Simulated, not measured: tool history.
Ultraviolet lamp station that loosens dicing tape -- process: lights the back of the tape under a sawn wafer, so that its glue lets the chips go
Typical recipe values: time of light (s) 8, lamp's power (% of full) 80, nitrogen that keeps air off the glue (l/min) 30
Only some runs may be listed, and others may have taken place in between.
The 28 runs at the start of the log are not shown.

| run | day | time of light (s) | lamp's power (% of full) | nitrogen that keeps air off the glue (l/min) | force that peels the tape off (N) | light that reached the tape (mJ/cm2) |
|---|---|---|---|---|---|---|
| 29 | 32.812 | 11 | 84 | 53 | 0.264 | 307 |
| 30 | 34.288 | 8 | 78 | 30 | 0.577 | 204 |
| 31 | 35.229 | 8 | 78 | 30 | 0.596 | 200 |
| 32 | 35.983 | 8 | 65 | 26 | 0.835 | 164 |
| 33 | 37.529 | 12 | 65 | 38 | 0.381 | 245 |
| 34 | 38.954 | 7 | 80 | 33 | 0.691 | 174 |
| 35 | 39.638 | 11 | 80 | 19 | 0.485 | 271 |
| 36 | 40.425 | 8 | 80 | 27 | 0.661 | 197 |
|  | 41.708 | lamp changed |
| 37 | 42.138 | 8 | 80 | 27 | 0.314 | 327 |
| 38 | 43.108 | 8 | 80 | 27 | 0.284 | 332 |
| 39 | 44.562 | 8 | 80 | 14 | 0.444 | 324 |
| 40 | 45.908 | 8 | 60 | 30 | 0.446 | 248 |
| 41 | 47.017 | 8 | 60 | 9 | 0.895 | 239 |
| 42 | 48.196 | 6 | 72 | 41 | 0.466 | 211 |
| 43 | 49.192 | 6 | 72 | 41 | 0.473 | 210 |

Below are 4 alternative next runs, each starting from the tool's condition after run 43. Predict each:
| A | 49.908 | 11 | 99 | 24 | ? | ? |
| B | 49.908 | 11 | 91 | 30 | ? | ? |
| C | 49.908 | 5 | 64 | 33 | ? | ? |
| D | 49.908 | 8 | 84 | 30 | ? | ? |

| run | force that peels the tape off (N) | light that reached the tape (mJ/cm2) |
|---|---|---|
| A | 0.213 | 529 |
| B | 0.206 | 484 |
| C | 0.801 | 155 |
| D | 0.289 | 325 |
Without the tool's unlogged condition, the same runs would have read:
| run | force that peels the tape off (N) | light that reached the tape (mJ/cm2) |
|---|---|---|
| A | 0.204 | 613 |
| B | 0.197 | 561 |
| C | 0.649 | 180 |
| D | 0.246 | 377 |

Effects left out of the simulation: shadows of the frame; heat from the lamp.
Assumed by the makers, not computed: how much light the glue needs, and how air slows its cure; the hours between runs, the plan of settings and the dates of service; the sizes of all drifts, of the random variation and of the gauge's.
